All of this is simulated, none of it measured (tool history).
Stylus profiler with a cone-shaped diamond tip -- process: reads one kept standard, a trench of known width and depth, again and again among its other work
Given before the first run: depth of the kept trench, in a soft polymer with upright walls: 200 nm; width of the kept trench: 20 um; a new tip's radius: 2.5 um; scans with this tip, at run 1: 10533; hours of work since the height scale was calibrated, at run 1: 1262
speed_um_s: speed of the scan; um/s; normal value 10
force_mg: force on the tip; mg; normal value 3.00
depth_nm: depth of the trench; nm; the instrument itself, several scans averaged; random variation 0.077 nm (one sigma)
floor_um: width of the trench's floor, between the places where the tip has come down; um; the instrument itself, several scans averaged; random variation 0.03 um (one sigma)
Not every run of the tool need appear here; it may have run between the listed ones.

run   hour  speed_um_s  force_mg  scans with this tip  hours of work since the height scale was calibrated  depth_nm  floor_um
  1    0.0          10      3.00                10533                                                 1262    205.39     17.41
  2   27.5          10      3.00                10649                                                 1276    205.28     17.51
  3   49.8          10      3.00                10744                                                 1287    205.35     17.41
  4   70.9          10      3.03                10833                                                 1298    205.42     17.45
  5   94.5          10      4.18                10933                                                 1310    206.36     17.43
  6  119.3          10      4.18                11038                                                 1322    206.37     17.43
  7  148.2          10      4.18                11160                                                 1337    206.33     17.44
  8  162.3          10      4.18                11220                                                 1344    206.23     17.39
  9  175.9          10      3.00                11278                                                 1351    205.40     17.41
 10  195.8          10      1.45                11362                                                 1361    203.94     17.37
 11  217.2          10      6.28                11453                                                 1372    207.85     17.46
 12  231.7          22      3.00                11514                                                 1379    205.39     17.32
     255.2  -- new tip fitted, height scale calibrated
 13  255.4          22      3.00                    1                                                    0    203.89     17.92
 14  274.0          10      3.00                   80                                                   10    204.04     17.99
 15  300.0          10      3.00                  190                                                   23    204.04     17.98
 16  327.8          10      3.00                  308                                                   37    204.11     17.98
 17  355.2          10      3.00                  423                                                   51    203.94     17.98
 18  379.3          10      2.15                  526                                                   63    203.30     17.96
 19  400.2          10      2.15                  614                                                   74    203.21     17.96
 20  430.7          10      2.15                  743                                                   89    203.27     17.99
 21  447.0          10      1.99                  812                                                   97    203.12     17.99
 22  460.7          10      3.00                  870                                                  104    204.09     17.94
 23  478.0          10      3.00                  943                                                  113    204.11     17.99
 24  495.5           7      1.55                 1017                                                  122    202.77     17.94
 25  511.0          12      1.55                 1083                                                  130    202.58     17.91
 26  536.4          12      1.55                 1191                                                  143    202.68     17.91
 27  555.4          12      4.26                 1271                                                  152    205.17     17.93
 28  568.8          12      4.26                 1328                                                  159    205.16     17.95
 29  584.4           4      4.26                 1394                                                  167    205.34     17.94
     587.0  -- height scale calibrated on a step standard
 30  599.8          16      3.91                 1457                                                    7    204.98     17.87
 31  619.9          10      4.99                 1542                                                   17    205.97     17.97
 32  648.0           7      1.74                 1661                                                   31    203.18     17.95
 33  677.2           7      1.74                 1784                                                   46    203.31     17.96
 34  695.5          22      6.14                 1862                                                   55    206.74     17.90
 35  708.6          12      2.40                 1917                                                   62    203.92     17.89
     720.9  -- height scale calibrated on a step standard, once more
 36  727.9          12      2.40                 1997                                                    4    203.15     17.84
 37  754.3          10      8.63                 2109                                                   17    207.78     17.91
 38  774.1           2      2.56                 2193                                                   27    203.60     17.89
 39  802.7          24      4.18                 2314                                                   41    204.80     17.80
 40  830.7          24      4.18                 2432                                                   56    204.87     17.82
 41  846.9          32      1.02                 2501                                                   64    201.76     17.63
 42  868.5          13      3.00                 2593                                                   75    203.80     17.82
 43  884.5           2      8.00                 2660                                                   83    207.49     17.92
 44  909.3           2      8.00                 2765                                                   96    207.48     17.92
 45  927.4          34      2.80                 2842                                                  105    203.67     17.75
 46  950.9          34      2.80                 2941                                                  117    203.76     17.77

Below are 3 alternative next runs, each starting from the tool's condition after run 46. Predict each:
  A  964.5           3      3.62                 2999                                                  124         ?         ?
  B  964.5           3      1.82                 2999                                                  124         ?         ?
  C  964.5           5      1.20                 2999                                                  124         ?         ?

run  depth_nm  floor_um
  A    204.43     17.81
  B    202.96     17.87
  C    202.03     17.84
Without the tool's unlogged condition, the same runs would have read:
run  depth_nm  floor_um
  A    204.39     17.97
  B    202.92     18.03
  C    201.99     17.99
